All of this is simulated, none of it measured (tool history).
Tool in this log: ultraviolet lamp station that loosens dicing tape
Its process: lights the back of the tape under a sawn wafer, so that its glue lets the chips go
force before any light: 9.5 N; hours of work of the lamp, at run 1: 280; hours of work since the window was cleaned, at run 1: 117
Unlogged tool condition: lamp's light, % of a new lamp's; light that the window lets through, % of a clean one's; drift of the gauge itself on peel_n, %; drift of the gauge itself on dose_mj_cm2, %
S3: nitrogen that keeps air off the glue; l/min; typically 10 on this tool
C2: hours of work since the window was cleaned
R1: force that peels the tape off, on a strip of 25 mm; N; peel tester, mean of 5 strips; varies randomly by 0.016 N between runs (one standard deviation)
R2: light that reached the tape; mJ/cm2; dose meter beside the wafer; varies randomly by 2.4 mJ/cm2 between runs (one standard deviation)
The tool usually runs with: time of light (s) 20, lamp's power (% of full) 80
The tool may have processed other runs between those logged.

run 1 hour=0.0 | time_of_light_(s)=20 lamp's_power_(%_of_full)=80 S3=10 | hours_of_work_of_the_lamp=280 C2=117 | R1=1.252 R2=215
run 2 hour=48.9 | time_of_light_(s)=20 lamp's_power_(%_of_full)=80 S3=10 | hours_of_work_of_the_lamp=306 C2=144 | R1=1.294 R2=210
run 3 hour=89.3 | time_of_light_(s)=20 lamp's_power_(%_of_full)=80 S3=13 | hours_of_work_of_the_lamp=329 C2=166 | R1=1.142 R2=202
run 4 hour=122.7 | time_of_light_(s)=20 lamp's_power_(%_of_full)=80 S3=13 | hours_of_work_of_the_lamp=347 C2=184 | R1=1.196 R2=201
run 5 hour=163.0 | time_of_light_(s)=20 lamp's_power_(%_of_full)=80 S3=10 | hours_of_work_of_the_lamp=369 C2=206 | R1=1.494 R2=196
run 6 hour=189.6 | time_of_light_(s)=20 lamp's_power_(%_of_full)=72 S3=10 | hours_of_work_of_the_lamp=384 C2=221 | R1=1.812 R2=172
run 7 hour=235.4 | time_of_light_(s)=20 lamp's_power_(%_of_full)=80 S3=10 | hours_of_work_of_the_lamp=409 C2=246 | R1=1.652 R2=187
-- hour=239.3 window cleaned of glue's vapour
run 8 hour=279.6 | time_of_light_(s)=24 lamp's_power_(%_of_full)=94 S3=10 | hours_of_work_of_the_lamp=433 C2=22 | R1=0.722 R2=284
run 9 hour=301.7 | time_of_light_(s)=29 lamp's_power_(%_of_full)=70 S3=10 | hours_of_work_of_the_lamp=445 C2=34 | R1=0.928 R2=251

Forecast run 10:
run 10 hour=350.5 | time_of_light_(s)=23 lamp's_power_(%_of_full)=80 S3=10 | hours_of_work_of_the_lamp=472 C2=61 | R1=? R2=?

R1: 1.257 N
R2: 219 mJ/cm2
If the tool had no hidden condition, the same run with the same run-to-run variation would have returned R1 0.596 N, R2 312 mJ/cm2.
